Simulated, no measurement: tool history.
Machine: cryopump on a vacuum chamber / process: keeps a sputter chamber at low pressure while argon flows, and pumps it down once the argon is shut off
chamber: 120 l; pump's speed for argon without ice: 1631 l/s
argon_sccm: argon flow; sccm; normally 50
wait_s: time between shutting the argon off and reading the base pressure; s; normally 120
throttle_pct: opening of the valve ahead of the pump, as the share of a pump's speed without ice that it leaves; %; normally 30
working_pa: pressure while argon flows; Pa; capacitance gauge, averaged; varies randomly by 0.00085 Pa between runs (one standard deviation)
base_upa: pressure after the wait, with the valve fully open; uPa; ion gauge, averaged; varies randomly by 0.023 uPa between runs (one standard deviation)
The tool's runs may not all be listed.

run 1 hour=0 | argon_sccm=50 wait_s=120 throttle_pct=30 | working_pa=0.1746 base_upa=0.92
run 2 hour=72.2 | argon_sccm=62 wait_s=120 throttle_pct=30 | working_pa=0.2192 base_upa=0.97
run 3 hour=130.6 | argon_sccm=50 wait_s=120 throttle_pct=20 | working_pa=0.2628 base_upa=0.96
run 4 hour=174.1 | argon_sccm=50 wait_s=120 throttle_pct=20 | working_pa=0.2636 base_upa=0.93
run 5 hour=221.7 | argon_sccm=25 wait_s=120 throttle_pct=30 | working_pa=0.0885 base_upa=1.01
run 6 hour=298.6 | argon_sccm=50 wait_s=120 throttle_pct=30 | working_pa=0.1789 base_upa=0.99
run 7 hour=356.2 | argon_sccm=50 wait_s=120 throttle_pct=30 | working_pa=0.1802 base_upa=1.01
run 8 hour=408.7 | argon_sccm=50 wait_s=120 throttle_pct=30 | working_pa=0.1826 base_upa=1.03
run 9 hour=466.7 | argon_sccm=50 wait_s=120 throttle_pct=30 | working_pa=0.1802 base_upa=0.97
run 10 hour=509.3 | argon_sccm=50 wait_s=120 throttle_pct=24 | working_pa=0.2244 base_upa=1
run 11 hour=597.8 | argon_sccm=50 wait_s=120 throttle_pct=24 | working_pa=0.2272 base_upa=1.05
-- hour=623.1 pump warmed up, emptied and cooled again
run 12 hour=676.1 | argon_sccm=50 wait_s=120 throttle_pct=28 | working_pa=0.1866 base_upa=0.98
run 13 hour=753.5 | argon_sccm=37 wait_s=105 throttle_pct=23 | working_pa=0.1697 base_upa=1.14
run 14 hour=801.2 | argon_sccm=83 wait_s=120 throttle_pct=16 | working_pa=0.5436 base_upa=1
run 15 hour=870.9 | argon_sccm=83 wait_s=120 throttle_pct=16 | working_pa=0.5424 base_upa=1.1
run 16 hour=967.6 | argon_sccm=38 wait_s=161 throttle_pct=16 | working_pa=0.2503 base_upa=0.9

Consider 5 possible next runs. They are alternatives, not a sequence: every one starts from the tool as it was left by run 16. What does each give?
run A hour=1057.1 | argon_sccm=23 wait_s=35 throttle_pct=21 | working_pa=? base_upa=?
run B hour=1057.1 | argon_sccm=97 wait_s=161 throttle_pct=18 | working_pa=? base_upa=?
run C hour=1057.1 | argon_sccm=26 wait_s=120 throttle_pct=27 | working_pa=? base_upa=?
run D hour=1057.1 | argon_sccm=22 wait_s=39 throttle_pct=36 | working_pa=? base_upa=?
run E hour=1057.1 | argon_sccm=75 wait_s=161 throttle_pct=31 | working_pa=? base_upa=?

run=A working_pa=0.1166 base_upa=2.55
run=B working_pa=0.5784 base_upa=0.9
run=C working_pa=0.1045 base_upa=1.08
run=D working_pa=0.0665 base_upa=2.31
run=E working_pa=0.2623 base_upa=0.92
The same runs, with their run-to-run variation unchanged, on a tool lacking any hidden condition would have given:
run=A working_pa=0.1131 base_upa=2.26
run=B working_pa=0.5635 base_upa=0.61
run=C working_pa=0.1005 base_upa=0.78
run=D working_pa=0.0631 base_upa=2.01
run=E working_pa=0.2509 base_upa=0.63
